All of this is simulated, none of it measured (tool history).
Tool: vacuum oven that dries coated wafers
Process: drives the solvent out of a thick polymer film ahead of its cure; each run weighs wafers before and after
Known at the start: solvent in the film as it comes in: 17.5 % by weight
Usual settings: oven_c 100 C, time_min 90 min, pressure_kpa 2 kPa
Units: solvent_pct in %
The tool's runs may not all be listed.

{"run": 1, "hour": 0.0, "oven_c": 100, "time_min": 90, "pressure_kpa": 2, "solvent_pct": 2.99}
{"run": 2, "hour": 61.8, "oven_c": 100, "time_min": 90, "pressure_kpa": 2, "solvent_pct": 3.13}
{"run": 3, "hour": 137.5, "oven_c": 100, "time_min": 90, "pressure_kpa": 2, "solvent_pct": 3.08}
{"run": 4, "hour": 187.6, "oven_c": 100, "time_min": 90, "pressure_kpa": 2, "solvent_pct": 3.03}
{"run": 5, "hour": 260.3, "oven_c": 100, "time_min": 90, "pressure_kpa": 2, "solvent_pct": 3.05}
{"run": 6, "hour": 301.5, "oven_c": 100, "time_min": 90, "pressure_kpa": 2, "solvent_pct": 2.97}
{"run": 7, "hour": 364.1, "oven_c": 100, "time_min": 90, "pressure_kpa": 2, "solvent_pct": 2.96}
{"run": 8, "hour": 436.2, "oven_c": 100, "time_min": 90, "pressure_kpa": 2, "solvent_pct": 2.97}
{"run": 9, "hour": 482.8, "oven_c": 100, "time_min": 90, "pressure_kpa": 2, "solvent_pct": 3.04}
{"run": 10, "hour": 526.2, "oven_c": 100, "time_min": 90, "pressure_kpa": 2, "solvent_pct": 2.93}
{"run": 11, "hour": 610.1, "oven_c": 100, "time_min": 90, "pressure_kpa": 2, "solvent_pct": 3.03}
{"run": 12, "hour": 692.9, "oven_c": 100, "time_min": 90, "pressure_kpa": 1.06, "solvent_pct": 1.81}
{"run": 13, "hour": 755.3, "oven_c": 100, "time_min": 90, "pressure_kpa": 5.83, "solvent_pct": 7.86}
{"run": 14, "hour": 819.3, "oven_c": 94, "time_min": 90, "pressure_kpa": 7.56, "solvent_pct": 12.61}
{"run": 15, "hour": 873.6, "oven_c": 94, "time_min": 90, "pressure_kpa": 7.56, "solvent_pct": 12.56}
{"run": 16, "hour": 920.0, "oven_c": 110, "time_min": 54, "pressure_kpa": 1.79, "solvent_pct": 1.93}
{"run": 17, "hour": 981.0, "oven_c": 110, "time_min": 54, "pressure_kpa": 1.79, "solvent_pct": 1.93}
{"run": 18, "hour": 1040.1, "oven_c": 110, "time_min": 54, "pressure_kpa": 1.79, "solvent_pct": 1.98}
{"run": 19, "hour": 1107.3, "oven_c": 110, "time_min": 54, "pressure_kpa": 1.79, "solvent_pct": 1.92}
{"hour": 1127.7, "done": "oven's thermocouples calibrated"}
{"run": 20, "hour": 1159.4, "oven_c": 93, "time_min": 90, "pressure_kpa": 2, "solvent_pct": 4.59}

Forecast each of these 3 alternatives for the next run:
{"run": "A", "hour": 1198.8, "oven_c": 96, "time_min": 58, "pressure_kpa": 2, "solvent_pct": "?"}
{"run": "B", "hour": 1198.8, "oven_c": 90, "time_min": 90, "pressure_kpa": 2.79, "solvent_pct": "?"}
{"run": "C", "hour": 1198.8, "oven_c": 93, "time_min": 90, "pressure_kpa": 2, "solvent_pct": "?"}

run=A solvent_pct=5.23
run=B solvent_pct=7.02
run=C solvent_pct=4.74
Without the tool's hidden state the same runs would have given:
run=A solvent_pct=5.21
run=B solvent_pct=7.01
run=C solvent_pct=4.72
